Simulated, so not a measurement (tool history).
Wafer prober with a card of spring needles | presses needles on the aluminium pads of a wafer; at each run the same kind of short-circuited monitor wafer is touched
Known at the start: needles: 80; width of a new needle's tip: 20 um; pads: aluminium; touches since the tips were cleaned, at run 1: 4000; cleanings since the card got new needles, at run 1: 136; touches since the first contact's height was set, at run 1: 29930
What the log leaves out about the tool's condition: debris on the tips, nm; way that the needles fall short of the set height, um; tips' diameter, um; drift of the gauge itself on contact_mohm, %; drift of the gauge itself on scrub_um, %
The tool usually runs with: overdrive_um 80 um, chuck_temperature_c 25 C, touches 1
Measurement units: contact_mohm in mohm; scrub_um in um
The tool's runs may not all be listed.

| run | hour | overdrive_um | chuck_temperature_c | touches | touches since the tips were cleaned | cleanings since the card got new needles | touches since the first contact's height was set | contact_mohm | scrub_um |
|---|---|---|---|---|---|---|---|---|---|
| 1 | 0.0 | 80 | 25 | 1 | 4000 | 136 | 29930 | 274 | 20.18 |
|  | 5.6 | tips cleaned on abrasive film |
|  | 16.8 | tips cleaned on abrasive film |
|  | 30.7 | tips cleaned on abrasive film |
| 2 | 37.9 | 80 | 25 | 1 | 3763 | 139 | 49539 | 275 | 20.23 |
|  | 43.6 | tips cleaned on abrasive film |
|  | 57.5 | tips cleaned on abrasive film |
|  | 71.4 | tips cleaned on abrasive film |
|  | 82.6 | tips cleaned on abrasive film |
| 3 | 93.6 | 65 | 25 | 1 | 5718 | 143 | 78306 | 283 | 16.49 |
|  | 96.4 | tips cleaned on abrasive film |
|  | 110.4 | tips cleaned on abrasive film |
|  | 124.3 | tips cleaned on abrasive film |
|  | 135.5 | tips cleaned on abrasive film |
|  | 149.4 | tips cleaned on abrasive film |
| 4 | 151.8 | 80 | 25 | 1 | 1236 | 148 | 108353 | 281 | 20.21 |
|  | 162.9 | tips cleaned on abrasive film |
|  | 176.9 | tips cleaned on abrasive film |
|  | 190.8 | tips cleaned on abrasive film |
|  | 201.9 | tips cleaned on abrasive film |
| 5 | 212.3 | 80 | 25 | 1 | 5382 | 152 | 139665 | 276 | 20.24 |
|  | 215.1 | tips cleaned on abrasive film |
|  | 229.1 | tips cleaned on abrasive film |
|  | 240.4 | height of the first contact set anew |
|  | 243.3 | tips cleaned on abrasive film |
| 6 | 244.4 | 80 | 25 | 1 | 552 | 155 | 1993 | 276 | 20.26 |
|  | 255.5 | tips cleaned on abrasive film |
|  | 269.4 | tips cleaned on abrasive film |
| 7 | 274.2 | 80 | 25 | 1 | 2456 | 157 | 17414 | 278 | 20.22 |
|  | 282.6 | tips cleaned on abrasive film |
|  | 296.5 | tips cleaned on abrasive film |
|  | 310.4 | tips cleaned on abrasive film |
|  | 324.3 | tips cleaned on abrasive film |
| 8 | 332.7 | 80 | 25 | 1 | 4355 | 161 | 47698 | 272 | 20.24 |
|  | 335.6 | tips cleaned on abrasive film |
|  | 349.5 | tips cleaned on abrasive film |
|  | 363.5 | tips cleaned on abrasive film |
| 9 | 374.2 | 63 | 25 | 1 | 5584 | 164 | 69144 | 280 | 15.95 |
|  | 377.0 | tips cleaned on abrasive film |
|  | 388.2 | tips cleaned on abrasive film |
|  | 402.1 | tips cleaned on abrasive film |
| 10 | 404.7 | 63 | 25 | 1 | 1315 | 167 | 84865 | 282 | 15.97 |
|  | 415.8 | tips cleaned on abrasive film |
|  | 427.0 | tips cleaned on abrasive film |
|  | 440.9 | tips cleaned on abrasive film |
|  | 454.8 | tips cleaned on abrasive film |
| 11 | 462.1 | 63 | 25 | 1 | 3774 | 171 | 114570 | 282 | 15.96 |
|  | 467.7 | tips cleaned on abrasive film |
|  | 481.6 | tips cleaned on abrasive film |
|  | 495.6 | tips cleaned on abrasive film |
|  | 509.5 | tips cleaned on abrasive film |
| 12 | 513.2 | 63 | 25 | 1 | 1937 | 175 | 140996 | 287 | 15.96 |
|  | 521.6 | tips cleaned on abrasive film |
|  | 532.8 | tips cleaned on abrasive film |
|  | 538.6 | height of the first contact set anew |
|  | 547.0 | tips cleaned on abrasive film |
|  | 558.2 | tips cleaned on abrasive film |
|  | 572.1 | tips cleaned on abrasive film |
| 13 | 581.6 | 63 | 25 | 1 | 4954 | 180 | 22241 | 285 | 15.92 |
|  | 584.5 | tips cleaned on abrasive film |
|  | 598.4 | tips cleaned on abrasive film |
|  | 612.3 | tips cleaned on abrasive film |
|  | 626.3 | tips cleaned on abrasive film |
|  | 637.4 | tips cleaned on abrasive film |
| 14 | 644.7 | 63 | 25 | 1 | 3779 | 185 | 54830 | 286 | 16.00 |
|  | 650.3 | tips cleaned on abrasive film |
|  | 661.5 | tips cleaned on abrasive film |
|  | 675.4 | tips cleaned on abrasive film |
|  | 689.3 | tips cleaned on abrasive film |
|  | 703.3 | tips cleaned on abrasive film |
| 15 | 708.0 | 80 | 26 | 2 | 2458 | 190 | 87540 | 274 | 20.21 |
|  | 716.4 | tips cleaned on abrasive film |
|  | 727.5 | tips cleaned on abrasive film |
|  | 741.5 | tips cleaned on abrasive film |
|  | 755.4 | tips cleaned on abrasive film |
| 16 | 757.9 | 80 | 35 | 3 | 1328 | 194 | 113356 | 280 | 20.24 |
|  | 769.1 | tips cleaned on abrasive film |
|  | 783.0 | tips cleaned on abrasive film |
| 17 | 789.6 | 66 | 29 | 1 | 3451 | 196 | 129771 | 281 | 16.70 |
|  | 795.3 | tips cleaned on abrasive film |
|  | 809.2 | tips cleaned on abrasive film |
|  | 820.4 | tips cleaned on abrasive film |
|  | 834.3 | tips cleaned on abrasive film |
|  | 837.4 | height of the first contact set anew |
|  | 848.5 | tips cleaned on abrasive film |
| 18 | 851.8 | 61 | 98 | 2 | 1693 | 201 | 7455 | 311 | 15.42 |
|  | 860.2 | tips cleaned on abrasive film |
|  | 874.1 | tips cleaned on abrasive film |
|  | 888.0 | tips cleaned on abrasive film |
|  | 902.0 | tips cleaned on abrasive film |
| 19 | 910.0 | 61 | 98 | 2 | 4206 | 205 | 37591 | 312 | 15.43 |
|  | 915.7 | tips cleaned on abrasive film |
|  | 929.6 | tips cleaned on abrasive film |
|  | 943.5 | tips cleaned on abrasive film |
|  | 957.4 | tips cleaned on abrasive film |
| 20 | 963.0 | 61 | 98 | 2 | 2916 | 209 | 64996 | 312 | 15.47 |
|  | 968.6 | tips cleaned on abrasive film |
|  | 979.8 | tips cleaned on abrasive film |
|  | 993.7 | tips cleaned on abrasive film |
|  | 1004.9 | tips cleaned on abrasive film |
| 21 | 1007.5 | 80 | 78 | 1 | 1351 | 213 | 87938 | 299 | 20.27 |
|  | 1018.7 | tips cleaned on abrasive film |
|  | 1029.8 | tips cleaned on abrasive film |
|  | 1043.7 | tips cleaned on abrasive film |
| 22 | 1051.8 | 80 | 78 | 1 | 4202 | 216 | 110867 | 290 | 20.23 |
|  | 1057.4 | tips cleaned on abrasive film |
|  | 1071.4 | tips cleaned on abrasive film |
|  | 1084.7 | tips cleaned on abrasive film |
| 23 | 1084.7 | 80 | 78 | 1 | 0 | 219 | 127822 | 296 | 20.29 |
|  | 1098.6 | tips cleaned on abrasive film |
|  | 1112.5 | tips cleaned on abrasive film |
|  | 1126.4 | tips cleaned on abrasive film |
|  | 1135.0 | height of the first contact set anew |
|  | 1138.6 | tips cleaned on abrasive film |
| 24 | 1138.6 | 63 | 35 | 1 | 0 | 223 | 1820 | 286 | 15.92 |
|  | 1152.6 | tips cleaned on abrasive film |
|  | 1166.5 | tips cleaned on abrasive film |
|  | 1177.6 | tips cleaned on abrasive film |
|  | 1191.6 | tips cleaned on abrasive film |
| 25 | 1195.2 | 78 | 52 | 2 | 1892 | 227 | 31079 | 286 | 19.81 |

What if the next run were any one of these 5? Each begins from the tool's condition after run 25:
|  | 1203.6 | tips cleaned on abrasive film |
|  | 1217.5 | tips cleaned on abrasive film |
|  | 1231.5 | tips cleaned on abrasive film |
| A | 1235.2 | 80 | 25 | 2 | 1934 | 230 | 51739 | ? | ? |
|  | 1203.6 | tips cleaned on abrasive film |
|  | 1217.5 | tips cleaned on abrasive film |
|  | 1231.5 | tips cleaned on abrasive film |
| B | 1235.2 | 80 | 29 | 1 | 1934 | 230 | 51739 | ? | ? |
|  | 1203.6 | tips cleaned on abrasive film |
|  | 1217.5 | tips cleaned on abrasive film |
|  | 1231.5 | tips cleaned on abrasive film |
| C | 1235.2 | 74 | 25 | 1 | 1934 | 230 | 51739 | ? | ? |
|  | 1203.6 | tips cleaned on abrasive film |
|  | 1217.5 | tips cleaned on abrasive film |
|  | 1231.5 | tips cleaned on abrasive film |
| D | 1235.2 | 64 | 52 | 2 | 1934 | 230 | 51739 | ? | ? |
|  | 1203.6 | tips cleaned on abrasive film |
|  | 1217.5 | tips cleaned on abrasive film |
|  | 1231.5 | tips cleaned on abrasive film |
| E | 1235.2 | 64 | 89 | 1 | 1934 | 230 | 51739 | ? | ? |

| run | contact_mohm | scrub_um |
|---|---|---|
| A | 275 | 20.27 |
| B | 277 | 20.23 |
| C | 279 | 18.73 |
| D | 292 | 16.20 |
| E | 305 | 16.20 |
Take away the tool's hidden state, keep each run's random variation, and the runs would have read:
| run | contact_mohm | scrub_um |
|---|---|---|
| A | 275 | 20.27 |
| B | 276 | 20.23 |
| C | 279 | 18.74 |
| D | 291 | 16.20 |
| E | 304 | 16.20 |
